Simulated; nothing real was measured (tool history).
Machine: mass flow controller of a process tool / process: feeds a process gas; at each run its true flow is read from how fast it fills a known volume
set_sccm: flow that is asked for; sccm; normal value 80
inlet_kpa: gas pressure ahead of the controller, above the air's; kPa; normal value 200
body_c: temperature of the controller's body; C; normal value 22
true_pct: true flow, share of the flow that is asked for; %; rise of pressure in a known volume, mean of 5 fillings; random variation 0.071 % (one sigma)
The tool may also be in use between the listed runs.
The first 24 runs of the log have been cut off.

Run 25, hour 2127.0: usual settings but set_sccm 42 sccm. Result: true_pct 98.34 %.
Run 26, hour 2181.1: usual settings but set_sccm 42 sccm, inlet_kpa 226 kPa. Result: true_pct 98.27 %.
Run 27, hour 2258.7: usual settings but set_sccm 33 sccm, inlet_kpa 226 kPa, body_c 23 C. Result: true_pct 98.20 %.
Run 28, hour 2334.4: usual settings but set_sccm 22 sccm, inlet_kpa 160 kPa, body_c 25 C. Result: true_pct 98.41 %.
Run 29, hour 2436.3: usual settings but set_sccm 47 sccm, inlet_kpa 221 kPa. Result: true_pct 98.11 %.
Run 30, hour 2521.3: usual settings but inlet_kpa 174 kPa. Result: true_pct 98.52 %.
Run 31, hour 2627.9: usual settings but inlet_kpa 174 kPa. Result: true_pct 98.53 %.
Run 32, hour 2704.2: usual settings but inlet_kpa 174 kPa. Result: true_pct 98.52 %.
Run 33, hour 2769.6: usual settings but inlet_kpa 174 kPa. Result: true_pct 98.60 %.
Run 34, hour 2861.4: usual settings but set_sccm 15 sccm. Result: true_pct 98.57 %.
Run 35, hour 2927.3: usual settings but set_sccm 15 sccm. Result: true_pct 98.46 %.
Run 36, hour 2992.9: usual settings but set_sccm 15 sccm. Result: true_pct 98.45 %.
Run 37, hour 3105.4: usual settings but set_sccm 49 sccm, inlet_kpa 171 kPa. Result: true_pct 98.17 %.
Run 38, hour 3218.6: usual settings but set_sccm 49 sccm, inlet_kpa 171 kPa. Result: true_pct 98.23 %.
Run 39, hour 3337.7: usual settings but set_sccm 20 sccm, inlet_kpa 171 kPa, body_c 21 C. Result: true_pct 98.32 %.
Run 40, hour 3443.5: usual settings but inlet_kpa 258 kPa. Result: true_pct 98.13 %.
Run 41, hour 3549.0: usual settings but set_sccm 64 sccm, inlet_kpa 258 kPa. Result: true_pct 97.98 %.
Run 42, hour 3647.7: usual settings but set_sccm 44 sccm, inlet_kpa 235 kPa. Result: true_pct 97.87 %.
Run 43, hour 3744.3: usual settings but set_sccm 44 sccm, inlet_kpa 235 kPa. Result: true_pct 97.96 %.
Run 44, hour 3845.2: usual settings but set_sccm 41 sccm, inlet_kpa 210 kPa, body_c 32 C. Result: true_pct 97.78 %.
Run 45, hour 3899.4: usual settings but set_sccm 47 sccm, inlet_kpa 210 kPa, body_c 36 C. Result: true_pct 97.74 %.
Run 46, hour 3987.9: usual settings but set_sccm 16 sccm, inlet_kpa 209 kPa. Result: true_pct 98.25 %.
Run 47, hour 4052.1: usual settings but set_sccm 32 sccm, inlet_kpa 147 kPa, body_c 31 C. Result: true_pct 98.01 %.

4 options for the next run, each taken on its own from the tool as it stands now. Forecast them:
Run A, hour 4138.6: usual settings but set_sccm 38 sccm. Result: true_pct ?.
Run B, hour 4138.6: usual settings but set_sccm 22 sccm, inlet_kpa 153 kPa, body_c 28 C. Result: true_pct ?.
Run C, hour 4138.6: usual settings but set_sccm 55 sccm, inlet_kpa 204 kPa, body_c 31 C. Result: true_pct ?.
Run D, hour 4138.6: usual settings but set_sccm 57 sccm, inlet_kpa 187 kPa, body_c 34 C. Result: true_pct ?.

run  true_pct
  A     97.93
  B     97.95
  C     97.75
  D     97.84
The same runs, with their run-to-run variation unchanged, on a tool lacking any hidden condition would have given:
run  true_pct
  A     99.36
  B     99.06
  C     99.31
  D     99.41
